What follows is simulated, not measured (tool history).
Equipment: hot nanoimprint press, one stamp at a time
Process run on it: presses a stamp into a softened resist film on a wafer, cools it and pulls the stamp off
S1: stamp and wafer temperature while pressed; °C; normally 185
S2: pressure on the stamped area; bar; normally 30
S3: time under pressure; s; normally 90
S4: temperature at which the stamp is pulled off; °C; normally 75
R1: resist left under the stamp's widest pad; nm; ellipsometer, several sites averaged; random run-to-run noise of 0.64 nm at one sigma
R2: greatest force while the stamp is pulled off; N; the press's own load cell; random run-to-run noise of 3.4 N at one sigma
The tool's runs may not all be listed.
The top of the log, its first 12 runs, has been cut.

{"run": 13, "hour": 153.7, "S1": 185, "S2": 30, "S3": 90, "S4": 65, "R1": 211.2, "R2": 256}
{"run": 14, "hour": 173.4, "S1": 185, "S2": 30, "S3": 90, "S4": 65, "R1": 211.6, "R2": 256}
{"run": 15, "hour": 185.2, "S1": 185, "S2": 21.2, "S3": 90, "S4": 65, "R1": 239.3, "R2": 274}
{"run": 16, "hour": 204.9, "S1": 193, "S2": 30, "S3": 90, "S4": 65, "R1": 153.2, "R2": 268}
{"run": 17, "hour": 218.4, "S1": 193, "S2": 30, "S3": 90, "S4": 65, "R1": 155.3, "R2": 272}
{"run": 18, "hour": 226.4, "S1": 185, "S2": 30, "S3": 177, "S4": 75, "R1": 170.2, "R2": 210}
{"run": 19, "hour": 235.8, "S1": 185, "S2": 30, "S3": 48, "S4": 78, "R1": 251.2, "R2": 197}
{"run": 20, "hour": 247.8, "S1": 185, "S2": 35.7, "S3": 90, "S4": 75, "R1": 198.2, "R2": 223}
{"run": 21, "hour": 256.2, "S1": 190, "S2": 25.7, "S3": 68, "S4": 75, "R1": 205, "R2": 228}
{"run": 22, "hour": 264.2, "S1": 190, "S2": 25.7, "S3": 160, "S4": 75, "R1": 152.4, "R2": 223}
{"run": 23, "hour": 273.6, "S1": 190, "S2": 20.4, "S3": 160, "S4": 62, "R1": 171.4, "R2": 299}
{"run": 24, "hour": 286.6, "S1": 192, "S2": 30, "S3": 90, "S4": 64, "R1": 161.3, "R2": 286}
{"run": 25, "hour": 295.9, "S1": 181, "S2": 22.6, "S3": 150, "S4": 76, "R1": 236.4, "R2": 222}
{"run": 26, "hour": 312.9, "S1": 181, "S2": 24.3, "S3": 146, "S4": 76, "R1": 231.6, "R2": 229}
{"run": 27, "hour": 330.5, "S1": 197, "S2": 43.6, "S3": 151, "S4": 74, "R1": 88.1, "R2": 242}
{"run": 28, "hour": 345.3, "S1": 185, "S2": 30, "S3": 123, "S4": 75, "R1": 193.9, "R2": 238}
{"run": 29, "hour": 354.8, "S1": 185, "S2": 30, "S3": 123, "S4": 75, "R1": 193.3, "R2": 233}
{"run": 30, "hour": 366.4, "S1": 185, "S2": 30, "S3": 123, "S4": 75, "R1": 193.2, "R2": 246}

Alternative continuations, all from the tool just after run 30; predict every row:
{"run": "A", "hour": 376.0, "S1": 185, "S2": 30, "S3": 90, "S4": 70, "R1": "?", "R2": "?"}
{"run": "B", "hour": 376.0, "S1": 196, "S2": 30, "S3": 104, "S4": 62, "R1": "?", "R2": "?"}
{"run": "C", "hour": 376.0, "S1": 192, "S2": 30, "S3": 55, "S4": 80, "R1": "?", "R2": "?"}

run=A R1=214 R2=283
run=B R1=131 R2=320
run=C R1=191.1 R2=207
Stripped of hidden state, with their random variation kept, the same runs would have yielded:
run=A R1=208.8 R2=190
run=B R1=127.3 R2=216
run=C R1=186.3 R2=139
